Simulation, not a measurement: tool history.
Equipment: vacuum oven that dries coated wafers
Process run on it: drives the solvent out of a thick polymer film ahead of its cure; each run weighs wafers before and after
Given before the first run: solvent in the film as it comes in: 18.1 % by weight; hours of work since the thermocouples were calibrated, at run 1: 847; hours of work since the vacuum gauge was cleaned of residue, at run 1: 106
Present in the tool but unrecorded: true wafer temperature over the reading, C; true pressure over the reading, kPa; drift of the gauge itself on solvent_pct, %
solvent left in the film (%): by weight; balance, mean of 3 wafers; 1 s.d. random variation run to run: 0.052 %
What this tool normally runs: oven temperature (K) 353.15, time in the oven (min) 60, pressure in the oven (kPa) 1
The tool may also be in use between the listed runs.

| run | hour | oven temperature (K) | time in the oven (min) | pressure in the oven (kPa) | hours of work since the thermocouples were calibrated | hours of work since the vacuum gauge was cleaned of residue | solvent left in the film (%) |
|---|---|---|---|---|---|---|---|
| 1 | 0 | 353.15 | 60 | 1 | 847 | 106 | 1.26 |
| 2 | 33.9 | 353.15 | 60 | 1 | 866 | 125 | 1.14 |
| 3 | 61.5 | 353.15 | 60 | 1 | 881 | 140 | 1.21 |
| 4 | 80.6 | 353.15 | 60 | 1 | 892 | 151 | 1.25 |
| 5 | 104.8 | 353.15 | 60 | 1 | 905 | 164 | 1.16 |
| 6 | 137.8 | 353.15 | 60 | 1 | 924 | 182 | 1.35 |
| 7 | 173.1 | 363.15 | 78 | 1 | 943 | 202 | 0.43 |

Forecast run 8:
| 8 | 190.7 | 352.15 | 31 | 3.19 | 953 | 211 | ? |

{"run 8": {"solvent left in the film (%)": 4.83}}
With the hidden condition absent and the run-to-run variation left alone, this run would have shown solvent left in the film (%) 5.64.

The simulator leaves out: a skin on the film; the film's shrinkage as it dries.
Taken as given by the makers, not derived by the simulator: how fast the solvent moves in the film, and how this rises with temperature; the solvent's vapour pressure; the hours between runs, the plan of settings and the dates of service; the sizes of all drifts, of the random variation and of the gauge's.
